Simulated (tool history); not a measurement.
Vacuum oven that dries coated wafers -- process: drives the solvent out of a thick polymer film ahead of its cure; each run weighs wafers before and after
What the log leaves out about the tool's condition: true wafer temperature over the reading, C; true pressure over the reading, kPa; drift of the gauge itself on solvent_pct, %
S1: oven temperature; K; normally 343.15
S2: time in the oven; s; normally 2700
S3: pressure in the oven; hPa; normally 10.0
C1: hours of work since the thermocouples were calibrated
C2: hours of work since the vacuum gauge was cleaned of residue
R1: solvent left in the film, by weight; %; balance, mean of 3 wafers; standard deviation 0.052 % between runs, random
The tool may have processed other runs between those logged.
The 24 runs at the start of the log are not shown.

run	hour	S1	S2	S3	C1	C2	R1
25	823.5	343.15	2700	6.0	1319	1172	1.09
26	849.3	343.15	2700	6.0	1337	1190	1.17
27	894.6	343.15	2700	6.0	1369	1222	1.12
28	938.7	344.15	2040	26.1	1400	1253	3.04
29	971.1	328.15	1980	10.0	1423	1276	6.57
30	1006.3	328.15	1980	10.0	1448	1301	6.93
31	1041.0	328.15	1980	10.0	1473	1326	6.75
32	1073.4	341.15	2040	9.9	1496	1349	2.69
33	1122.9	341.15	2040	9.9	1531	1384	2.62
# hour 1140.1: oven's thermocouples calibrated
34	1165.2	343.15	1920	27.5	18	1412	3.78
35	1207.6	332.15	3780	27.5	48	1443	4.49
36	1233.9	329.15	2100	7.1	66	1461	5.79
37	1256.3	329.15	2100	7.1	82	1477	5.90
38	1287.4	337.15	3480	10.0	104	1499	1.81
39	1337.0	343.15	1800	30.6	140	1534	4.13
40	1376.1	330.15	1320	7.4	167	1562	8.09
41	1426.6	330.15	3300	8.4	203	1598	3.18
42	1448.3	335.15	2880	14.8	218	1613	3.19
43	1494.4	348.15	4800	10.0	251	1646	0.70

Forecast each of these 5 alternatives for the next run:
A	1537.7	350.15	2700	10.0	282	1676	?
B	1537.7	351.15	2700	15.4	282	1676	?
C	1537.7	358.15	1980	10.0	282	1676	?
D	1537.7	346.15	3960	15.0	282	1676	?
E	1537.7	341.15	3840	30.0	282	1676	?

run	R1
A	0.73
B	1.01
C	0.56
D	1.01
E	2.65
Had the tool no hidden state, the same runs would have come out as:
run	R1
A	0.72
B	1.00
C	0.55
D	1.00
E	2.64
